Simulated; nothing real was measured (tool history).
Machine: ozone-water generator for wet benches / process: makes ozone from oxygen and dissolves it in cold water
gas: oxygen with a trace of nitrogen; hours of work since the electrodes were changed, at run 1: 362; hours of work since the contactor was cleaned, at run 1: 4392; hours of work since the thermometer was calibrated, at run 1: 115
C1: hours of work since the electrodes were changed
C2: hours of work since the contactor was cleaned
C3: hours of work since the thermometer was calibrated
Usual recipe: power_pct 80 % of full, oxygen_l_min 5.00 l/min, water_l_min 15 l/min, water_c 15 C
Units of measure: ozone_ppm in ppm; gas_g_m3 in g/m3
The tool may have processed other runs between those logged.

run 1 hour=0.0 | power_pct=80 oxygen_l_min=5.00 water_l_min=15 water_c=15 | C1=362 C2=4392 C3=115 | ozone_ppm=18.6 gas_g_m3=154.7
run 2 hour=36.8 | power_pct=80 oxygen_l_min=5.00 water_l_min=15 water_c=15 | C1=385 C2=4414 C3=138 | ozone_ppm=18.5 gas_g_m3=152.8
run 3 hour=69.7 | power_pct=80 oxygen_l_min=5.00 water_l_min=15 water_c=11 | C1=405 C2=4435 C3=158 | ozone_ppm=19.6 gas_g_m3=151.1
run 4 hour=101.0 | power_pct=80 oxygen_l_min=5.00 water_l_min=15 water_c=11 | C1=424 C2=4454 C3=177 | ozone_ppm=19.4 gas_g_m3=153.2
run 5 hour=140.0 | power_pct=80 oxygen_l_min=5.00 water_l_min=15 water_c=15 | C1=448 C2=4478 C3=202 | ozone_ppm=18.6 gas_g_m3=152.3
run 6 hour=170.3 | power_pct=80 oxygen_l_min=5.00 water_l_min=15 water_c=15 | C1=467 C2=4497 C3=220 | ozone_ppm=18.4 gas_g_m3=154.3
run 7 hour=195.9 | power_pct=80 oxygen_l_min=5.00 water_l_min=15 water_c=15 | C1=483 C2=4512 C3=236 | ozone_ppm=18.6 gas_g_m3=150.8
run 8 hour=248.0 | power_pct=80 oxygen_l_min=4.08 water_l_min=15 water_c=15 | C1=515 C2=4545 C3=268 | ozone_ppm=17.9 gas_g_m3=162.5
run 9 hour=298.3 | power_pct=80 oxygen_l_min=4.08 water_l_min=15 water_c=15 | C1=546 C2=4575 C3=299 | ozone_ppm=17.9 gas_g_m3=163.7
run 10 hour=338.0 | power_pct=52 oxygen_l_min=8.90 water_l_min=21 water_c=11 | C1=570 C2=4600 C3=324 | ozone_ppm=13.3 gas_g_m3=97.0
-- hour=344.9 contactor cleaned
run 11 hour=391.9 | power_pct=80 oxygen_l_min=5.00 water_l_min=11 water_c=9 | C1=601 C2=29 C3=354 | ozone_ppm=24.7 gas_g_m3=151.9
run 12 hour=433.9 | power_pct=48 oxygen_l_min=5.00 water_l_min=15 water_c=15 | C1=627 C2=55 C3=380 | ozone_ppm=13.4 gas_g_m3=112.9
run 13 hour=464.8 | power_pct=52 oxygen_l_min=5.00 water_l_min=14 water_c=21 | C1=646 C2=74 C3=399 | ozone_ppm=13.4 gas_g_m3=116.5
run 14 hour=497.8 | power_pct=48 oxygen_l_min=3.75 water_l_min=21 water_c=15 | C1=666 C2=94 C3=420 | ozone_ppm=9.7 gas_g_m3=122.7

Pick out some run-to-run changes in ozone_ppm. Of each, how much would a tool without hidden state show as well, from the settings, what came in and chance, and how much is left for the hidden state and any gauge scatter not in both results compared?
What the log doesn't record here: yield of the discharge, % of new electrodes'; contactor's efficiency, % of a clean one's; true water temperature over the reading, C; drift of the gauge itself on ozone_ppm, %; drift of the gauge itself on gas_g_m3, %.
Run 10 -> 11: power_pct 52 -> 80, oxygen_l_min 8.90 -> 5.00, water_l_min 21 -> 11, water_c 11 -> 9, contactor cleaned. ozone_ppm +11.4 ppm: hidden state -0.5, all else +11.9.
